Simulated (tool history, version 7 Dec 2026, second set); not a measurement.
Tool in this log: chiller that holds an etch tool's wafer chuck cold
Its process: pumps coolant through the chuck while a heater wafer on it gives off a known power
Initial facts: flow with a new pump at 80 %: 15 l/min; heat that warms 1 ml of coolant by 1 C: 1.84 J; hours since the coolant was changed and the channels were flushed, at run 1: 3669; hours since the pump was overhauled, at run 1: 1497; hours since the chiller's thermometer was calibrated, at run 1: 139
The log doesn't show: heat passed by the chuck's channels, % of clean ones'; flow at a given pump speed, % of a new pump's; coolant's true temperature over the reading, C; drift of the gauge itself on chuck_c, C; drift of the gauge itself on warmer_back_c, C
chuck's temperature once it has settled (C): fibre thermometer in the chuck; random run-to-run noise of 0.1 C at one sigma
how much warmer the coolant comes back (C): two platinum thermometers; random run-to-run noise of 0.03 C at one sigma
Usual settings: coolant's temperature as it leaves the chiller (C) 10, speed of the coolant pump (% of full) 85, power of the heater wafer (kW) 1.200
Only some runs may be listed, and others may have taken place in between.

run,hour,coolant's temperature as it leaves the chiller (C),speed of the coolant pump (% of full),power of the heater wafer (kW),hours since the coolant was changed and the channels were flushed,hours since the pump was overhauled,hours since the chiller's thermometer was calibrated,chuck's temperature once it has settled (C),how much warmer the coolant comes back (C)
1,0.0,10,85,1.200,3669,1497,139,18.6,2.46
2,46.7,10,85,1.200,3716,1543,185,18.6,2.44
3,105.9,10,85,1.200,3775,1602,245,18.6,2.52
4,167.2,10,73,1.200,3836,1664,306,19.3,2.89
5,239.5,10,85,1.218,3909,1736,378,18.9,2.54
6,292.6,10,85,1.218,3962,1789,431,18.8,2.58
7,356.4,10,87,1.218,4026,1853,495,18.7,2.44
# hour 361.2: chiller's thermometer calibrated
8,411.6,10,85,1.098,4080,1907,50,18.0,2.26
9,454.9,10,85,1.098,4123,1950,94,18.0,2.36
10,527.7,10,85,1.078,4196,2023,166,17.9,2.24
11,563.1,10,78,1.729,4231,2059,202,23.1,3.93
12,598.0,16,61,0.634,4266,2094,237,21.6,1.78
13,678.5,1,90,1.200,4347,2174,317,9.5,2.40
14,739.7,10,98,0.772,4408,2235,378,15.5,1.48
# hour 757.2: chiller's thermometer calibrated, once more
15,816.4,10,98,0.772,4484,2311,59,15.0,1.38
16,862.8,6,62,1.025,4530,2357,106,15.2,2.91
17,924.3,6,62,1.025,4592,2419,167,15.2,2.88
18,978.3,6,62,1.025,4646,2473,221,15.0,2.96

Predict each of these 5 candidate next runs independently; none follows another, all start after run 18:
A,1023.9,10,73,1.200,4691,2518,267,?,?
B,1023.9,0,96,1.282,4691,2518,267,?,?
C,1023.9,6,62,0.602,4691,2518,267,?,?
D,1023.9,12,85,1.200,4691,2518,267,?,?
E,1023.9,6,62,0.726,4691,2518,267,?,?

run,chuck's temperature once it has settled (C),how much warmer the coolant comes back (C)
A,19.7,2.98
B,8.7,2.37
C,11.4,1.69
D,20.9,2.58
E,12.5,2.07
With no hidden state in the tool, these same runs would have given:
run,chuck's temperature once it has settled (C),how much warmer the coolant comes back (C)
A,18.8,2.89
B,7.9,2.30
C,10.9,1.63
D,20.0,2.50
E,11.9,2.01

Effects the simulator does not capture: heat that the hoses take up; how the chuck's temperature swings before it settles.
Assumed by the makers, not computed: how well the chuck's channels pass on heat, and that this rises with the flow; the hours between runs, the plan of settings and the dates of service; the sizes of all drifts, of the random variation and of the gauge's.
